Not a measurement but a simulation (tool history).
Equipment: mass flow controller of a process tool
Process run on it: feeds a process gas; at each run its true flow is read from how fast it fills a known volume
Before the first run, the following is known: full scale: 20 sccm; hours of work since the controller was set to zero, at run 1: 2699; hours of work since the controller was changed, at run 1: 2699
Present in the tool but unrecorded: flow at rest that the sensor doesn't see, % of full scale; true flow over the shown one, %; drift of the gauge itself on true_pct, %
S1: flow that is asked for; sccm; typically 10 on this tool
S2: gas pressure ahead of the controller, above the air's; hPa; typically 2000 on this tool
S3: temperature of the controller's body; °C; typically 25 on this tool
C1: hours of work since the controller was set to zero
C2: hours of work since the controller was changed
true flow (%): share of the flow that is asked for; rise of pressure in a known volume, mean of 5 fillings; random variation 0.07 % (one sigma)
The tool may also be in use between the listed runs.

run 1 hour=0.0 | S1=10 S2=2000 S3=25 | C1=2699 C2=2699 | true_flow_(%)=98.62
run 2 hour=254.1 | S1=10 S2=2000 S3=25 | C1=2828 C2=2828 | true_flow_(%)=98.50
run 3 hour=456.5 | S1=10 S2=2000 S3=25 | C1=2930 C2=2930 | true_flow_(%)=98.37
run 4 hour=594.5 | S1=10 S2=2000 S3=25 | C1=3000 C2=3000 | true_flow_(%)=98.48
run 5 hour=901.6 | S1=10 S2=2000 S3=25 | C1=3156 C2=3156 | true_flow_(%)=98.31
run 6 hour=1148.9 | S1=10 S2=2000 S3=25 | C1=3282 C2=3282 | true_flow_(%)=98.14
run 7 hour=1407.8 | S1=10 S2=2000 S3=25 | C1=3413 C2=3413 | true_flow_(%)=98.34
run 8 hour=1644.6 | S1=10 S2=2000 S3=25 | C1=3533 C2=3533 | true_flow_(%)=98.21
run 9 hour=1912.1 | S1=10 S2=2000 S3=25 | C1=3669 C2=3669 | true_flow_(%)=98.24
run 10 hour=2041.9 | S1=14 S2=1670 S3=21 | C1=3735 C2=3735 | true_flow_(%)=98.15
run 11 hour=2329.7 | S1=8 S2=1840 S3=38 | C1=3881 C2=3881 | true_flow_(%)=98.96
run 12 hour=2629.1 | S1=11 S2=2160 S3=31 | C1=4033 C2=4033 | true_flow_(%)=98.84
run 13 hour=2884.3 | S1=4 S2=2000 S3=28 | C1=4162 C2=4162 | true_flow_(%)=97.36
run 14 hour=3014.8 | S1=4 S2=2000 S3=28 | C1=4229 C2=4229 | true_flow_(%)=97.28

5 options for the next run, each taken on its own from the tool as it stands now. Forecast them:
run A hour=3177.0 | S1=5 S2=1610 S3=25 | C1=4311 C2=4311 | true_flow_(%)=?
run B hour=3177.0 | S1=4 S2=2710 S3=28 | C1=4311 C2=4311 | true_flow_(%)=?
run C hour=3177.0 | S1=2 S2=1750 S3=28 | C1=4311 C2=4311 | true_flow_(%)=?
run D hour=3177.0 | S1=5 S2=2620 S3=37 | C1=4311 C2=4311 | true_flow_(%)=?
run E hour=3177.0 | S1=3 S2=2000 S3=25 | C1=4311 C2=4311 | true_flow_(%)=?

run=A true_flow_(%)=96.85
run=B true_flow_(%)=97.75
run=C true_flow_(%)=96.97
run=D true_flow_(%)=98.67
run=E true_flow_(%)=96.85
With no hidden state in the tool, these same runs would have given:
run=A true_flow_(%)=97.47
run=B true_flow_(%)=98.38
run=C true_flow_(%)=97.57
run=D true_flow_(%)=99.30
run=E true_flow_(%)=97.46
